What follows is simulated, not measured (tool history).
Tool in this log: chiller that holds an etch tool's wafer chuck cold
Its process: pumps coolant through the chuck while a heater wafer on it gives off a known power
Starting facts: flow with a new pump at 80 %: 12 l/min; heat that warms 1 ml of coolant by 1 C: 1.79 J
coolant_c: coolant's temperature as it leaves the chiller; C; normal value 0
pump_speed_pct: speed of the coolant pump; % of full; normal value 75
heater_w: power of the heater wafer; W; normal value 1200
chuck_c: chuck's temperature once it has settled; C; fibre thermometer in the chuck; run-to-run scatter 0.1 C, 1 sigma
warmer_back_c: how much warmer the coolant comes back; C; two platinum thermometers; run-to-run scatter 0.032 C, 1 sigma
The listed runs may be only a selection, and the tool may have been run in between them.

run,hour,coolant_c,pump_speed_pct,heater_w,chuck_c,warmer_back_c
1,0,0,75,1200,13.1,4.03
2,38.6,0,75,1200,13.1,4.01
3,123.6,0,74,1200,13.5,4.09
4,188.5,0,74,1200,13.4,4.08
5,245.9,0,75,1200,13.3,4.04
6,315.9,0,75,1200,13.5,4.08
7,368,-4,75,1502,13,5.16
8,443.2,8,65,631,16.3,2.49
# hour 454.1: coolant changed, channels flushed
9,491.6,8,65,631,15.3,2.52
10,537.7,8,65,631,15.2,2.51

A few steps of chuck_c between consecutive runs. Split each: what settings, incoming material and random variation would produce without the hidden state, and what is left over for the hidden state, along with gauge scatter present in only one of the two compared results (measured, and without hidden state):
Unlogged tool condition in this case: heat passed by the chuck's channels, % of clean ones'; flow at a given pump speed, % of a new pump's; coolant's true temperature over the reading, C; drift of the gauge itself on chuck_c, C; drift of the gauge itself on warmer_back_c, C.
Run 7 -> 8: coolant_c -4 -> 8, pump_speed_pct 75 -> 65, heater_w 1502 -> 631. chuck_c +3.3 C: hidden state -1.8, all else +5.1.
